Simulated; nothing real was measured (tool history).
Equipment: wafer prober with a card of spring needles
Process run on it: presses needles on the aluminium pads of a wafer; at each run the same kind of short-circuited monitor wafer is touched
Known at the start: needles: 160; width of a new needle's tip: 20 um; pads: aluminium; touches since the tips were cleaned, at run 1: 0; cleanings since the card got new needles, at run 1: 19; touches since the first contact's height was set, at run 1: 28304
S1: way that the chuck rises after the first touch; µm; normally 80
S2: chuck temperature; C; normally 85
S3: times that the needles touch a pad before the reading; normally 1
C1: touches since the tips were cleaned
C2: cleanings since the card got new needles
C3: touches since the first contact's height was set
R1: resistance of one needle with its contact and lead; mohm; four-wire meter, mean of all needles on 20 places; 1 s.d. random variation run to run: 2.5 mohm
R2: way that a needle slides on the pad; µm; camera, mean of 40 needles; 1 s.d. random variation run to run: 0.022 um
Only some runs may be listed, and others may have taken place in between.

Run 1, hour 0: usual settings; C1 0; C2 19; C3 28304. Result: R1 314 mohm, R2 18.16 µm.
Run 2, hour 17.6: usual settings; C1 3023; C2 19; C3 31327. Result: R1 430 mohm, R2 18.2 µm.
Run 3, hour 34.9: usual settings but S2 117 C; C1 5999; C2 19; C3 34303. Result: R1 499 mohm, R2 18.17 µm.
At hour 46.9: tips cleaned on abrasive film.
Run 4, hour 57.5: usual settings but S2 117 C; C1 1820; C2 20; C3 38166. Result: R1 391 mohm, R2 18.17 µm.
Run 5, hour 80.7: usual settings; C1 5791; C2 20; C3 42137. Result: R1 500 mohm, R2 18.17 µm.
At hour 94.5: tips cleaned on abrasive film.
Run 6, hour 111.3: usual settings but S2 32 C; C1 2876; C2 21; C3 47378. Result: R1 419 mohm, R2 18.13 µm.
Run 7, hour 130.2: usual settings but S2 32 C; C1 6119; C2 21; C3 50621. Result: R1 500 mohm, R2 18.14 µm.
At hour 141.7: tips cleaned on abrasive film.
Run 8, hour 160.4: usual settings but S2 32 C; C1 3204; C2 22; C3 55794. Result: R1 439 mohm, R2 18.08 µm.
At hour 187.2: tips cleaned on abrasive film.
Run 9, hour 191.5: usual settings but S2 32 C; C1 738; C2 23; C3 61117. Result: R1 341 mohm, R2 18.11 µm.
Run 10, hour 221.2: usual settings but S2 32 C; C1 5828; C2 23; C3 66207. Result: R1 510 mohm, R2 18.13 µm.
At hour 233.4: tips cleaned on abrasive film.
Run 11, hour 243.7: usual settings; C1 1780; C2 24; C3 70065. Result: R1 387 mohm, R2 18.09 µm.
At hour 248.3: height of the first contact set anew.
Run 12, hour 266.4: usual settings; C1 5619; C2 24; C3 3108. Result: R1 484 mohm, R2 18.22 µm.
At hour 278.7: tips cleaned on abrasive film.
Run 13, hour 305.7: usual settings but S1 92 µm; C1 4641; C2 25; C3 9842. Result: R1 429 mohm, R2 20.93 µm.
At hour 324.6: tips cleaned on abrasive film.
Run 14, hour 335.3: usual settings but S1 82 µm; C1 1850; C2 26; C3 14912. Result: R1 384 mohm, R2 18.65 µm.
Run 15, hour 356.1: usual settings but S1 82 µm; C1 5415; C2 26; C3 18477. Result: R1 488 mohm, R2 18.69 µm.
At hour 369.6: tips cleaned on abrasive film.
Run 16, hour 392.8: usual settings but S1 66 µm; C1 3982; C2 27; C3 24768. Result: R1 529 mohm, R2 14.96 µm.
Run 17, hour 411: usual settings but S3 2; C1 7107; C2 27; C3 27893. Result: R1 424 mohm, R2 18.18 µm.
At hour 416.2: tips cleaned on abrasive film.
Run 18, hour 444.1: usual settings but S1 88 µm; C1 4787; C2 28; C3 33554. Result: R1 440 mohm, R2 19.99 µm.
At hour 463.2: tips cleaned on abrasive film.
Run 19, hour 465.9: usual settings but S1 88 µm; C1 462; C2 29; C3 37280. Result: R1 314 mohm, R2 19.99 µm.
Run 20, hour 501.3: usual settings but S1 88 µm; C1 6542; C2 29; C3 43360. Result: R1 475 mohm, R2 19.97 µm.
At hour 508.3: tips cleaned on abrasive film.
Run 21, hour 527.5: usual settings but S1 88 µm; C1 3290; C2 30; C3 47839. Result: R1 401 mohm, R2 19.96 µm.
At hour 553.2: tips cleaned on abrasive film.
Run 22, hour 567.2: usual settings but S1 88 µm; C1 2400; C2 31; C3 54630. Result: R1 392 mohm, R2 19.94 µm.
Run 23, hour 594.9: usual settings but S1 77 µm, S2 50 C; C1 7163; C2 31; C3 59393. Result: R1 548 mohm, R2 17.37 µm.
At hour 600.9: tips cleaned on abrasive film.
Run 24, hour 628.9: usual settings but S1 77 µm, S2 50 C; C1 4811; C2 32; C3 65217. Result: R1 500 mohm, R2 17.4 µm.
At hour 646: tips cleaned on abrasive film.
At hour 660.8: height of the first contact set anew.
Run 25, hour 660.8: usual settings but S1 79 µm, S3 2; C1 2489; C2 33; C3 0. Result: R1 361 mohm, R2 18.01 µm.
At hour 692.5: tips cleaned on abrasive film.
Run 26, hour 696.1: usual settings but S1 79 µm, S3 2; C1 611; C2 34; C3 6041. Result: R1 318 mohm, R2 17.98 µm.
Run 27, hour 714.9: usual settings but S1 79 µm, S3 2; C1 3842; C2 34; C3 9272. Result: R1 387 mohm, R2 18 µm.
At hour 739.6: tips cleaned on abrasive film.
Run 28, hour 741.7: usual settings but S1 79 µm; C1 358; C2 35; C3 13861. Result: R1 315 mohm, R2 17.96 µm.
Run 29, hour 775: usual settings but S1 79 µm; C1 6079; C2 35; C3 19582. Result: R1 521 mohm, R2 17.98 µm.
At hour 786.9: tips cleaned on abrasive film.
Run 30, hour 806.2: usual settings but S1 91 µm, S2 33 C; C1 3322; C2 36; C3 24917. Result: R1 400 mohm, R2 20.73 µm.
At hour 832: tips cleaned on abrasive film.
Run 31, hour 839: usual settings but S1 69 µm, S2 26 C, S3 2; C1 1207; C2 37; C3 30531. Result: R1 342 mohm, R2 15.67 µm.
Run 32, hour 872.4: usual settings but S1 64 µm; C1 6935; C2 37; C3 36259. Result: R1 663 mohm, R2 14.52 µm.
At hour 877.1: tips cleaned on abrasive film.
Run 33, hour 899.8: usual settings but S1 74 µm, S3 3; C1 3910; C2 38; C3 40958. Result: R1 369 mohm, R2 16.78 µm.

5 options for the next run, each taken on its own from the tool as it stands now. Forecast them:
Run A, hour 919.8: usual settings but S2 26 C; C1 7334; C2 38; C3 44382. Result: R1 ?, R2 ?.
Run B, hour 919.8: usual settings but S1 61 µm; C1 7334; C2 38; C3 44382. Result: R1 ?, R2 ?.
Run C, hour 919.8: usual settings but S1 97 µm, S3 3; C1 7334; C2 38; C3 44382. Result: R1 ?, R2 ?.
Run D, hour 919.8: usual settings but S1 68 µm; C1 7334; C2 38; C3 44382. Result: R1 ?, R2 ?.
Run E, hour 919.8: usual settings but S1 63 µm, S3 3; C1 7334; C2 38; C3 44382. Result: R1 ?, R2 ?.

run   R1     R2
  A  547  18.11
  B  715  13.78
  C  347  22.03
  D  631  15.45
  E  439   14.3
The same runs, with their run-to-run variation unchanged, on a tool lacking any hidden condition would have given:
run   R1     R2
  A  265  18.19
  B  287  13.87
  C  281  22.12
  D  284  15.54
  E  291  14.39

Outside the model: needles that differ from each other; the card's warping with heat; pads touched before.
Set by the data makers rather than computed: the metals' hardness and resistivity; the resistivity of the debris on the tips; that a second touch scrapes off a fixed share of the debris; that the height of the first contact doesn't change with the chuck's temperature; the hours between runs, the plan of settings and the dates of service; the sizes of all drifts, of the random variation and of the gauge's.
